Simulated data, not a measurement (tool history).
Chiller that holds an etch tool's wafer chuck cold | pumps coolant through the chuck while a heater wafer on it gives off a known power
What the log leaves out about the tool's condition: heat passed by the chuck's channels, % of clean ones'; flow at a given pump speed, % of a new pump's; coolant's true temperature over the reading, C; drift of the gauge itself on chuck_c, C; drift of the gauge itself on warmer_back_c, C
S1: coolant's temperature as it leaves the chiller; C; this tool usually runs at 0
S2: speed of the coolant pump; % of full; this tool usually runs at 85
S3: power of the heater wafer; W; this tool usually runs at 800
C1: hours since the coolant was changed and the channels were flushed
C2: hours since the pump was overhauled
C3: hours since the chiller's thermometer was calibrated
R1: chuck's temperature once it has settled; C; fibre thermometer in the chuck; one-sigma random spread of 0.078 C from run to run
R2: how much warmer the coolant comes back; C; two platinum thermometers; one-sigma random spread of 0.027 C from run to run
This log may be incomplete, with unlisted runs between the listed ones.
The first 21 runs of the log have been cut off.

run 22 hour=1800.3 | S1=-7 S2=85 S3=967 | C1=4031 C2=2940 C3=1823 | R1=2.08 R2=2.90
run 23 hour=1916.7 | S1=-7 S2=85 S3=1179 | C1=4147 C2=3056 C3=1939 | R1=4.23 R2=3.55
run 24 hour=1996.2 | S1=-1 S2=85 S3=1179 | C1=4226 C2=3136 C3=2019 | R1=10.15 R2=3.57
-- hour=2006.4 chiller's thermometer calibrated
run 25 hour=2078.4 | S1=9 S2=97 S3=729 | C1=4308 C2=3217 C3=72 | R1=15.29 R2=1.93
run 26 hour=2182.6 | S1=3 S2=99 S3=792 | C1=4412 C2=3321 C3=176 | R1=9.79 R2=2.00
run 27 hour=2257.1 | S1=10 S2=99 S3=690 | C1=4486 C2=3396 C3=251 | R1=15.93 R2=1.77
run 28 hour=2324.5 | S1=-9 S2=87 S3=729 | C1=4554 C2=3463 C3=318 | R1=-2.32 R2=2.16
run 29 hour=2421.5 | S1=8 S2=61 S3=800 | C1=4651 C2=3560 C3=415 | R1=17.32 R2=3.56
run 30 hour=2526.4 | S1=4 S2=67 S3=888 | C1=4756 C2=3665 C3=520 | R1=13.80 R2=3.55
run 31 hour=2584.4 | S1=-1 S2=62 S3=888 | C1=4814 C2=3723 C3=578 | R1=9.35 R2=3.88
run 32 hour=2666.9 | S1=-7 S2=79 S3=904 | C1=4896 C2=3805 C3=660 | R1=2.07 R2=2.95
-- hour=2685.3 chiller's thermometer calibrated, once more
run 33 hour=2764.3 | S1=-8 S2=69 S3=904 | C1=4993 C2=3902 C3=79 | R1=2.14 R2=3.45

What if the next run were any one of these 3? Each begins from the tool's condition after run 33:
run A hour=2828.9 | S1=-8 S2=90 S3=622 | C1=5057 C2=3966 C3=144 | R1=? R2=?
run B hour=2828.9 | S1=-5 S2=61 S3=482 | C1=5057 C2=3966 C3=144 | R1=? R2=?
run C hour=2828.9 | S1=4 S2=85 S3=638 | C1=5057 C2=3966 C3=144 | R1=? R2=?

run=A R1=-2.06 R2=1.81
run=B R1=1.00 R2=2.15
run=C R1=10.26 R2=1.97
With the hidden condition removed and each run's random variation left untouched, the same runs would have given:
run=A R1=-2.98 R2=1.59
run=B R1=0.10 R2=1.89
run=C R1=9.29 R2=1.73
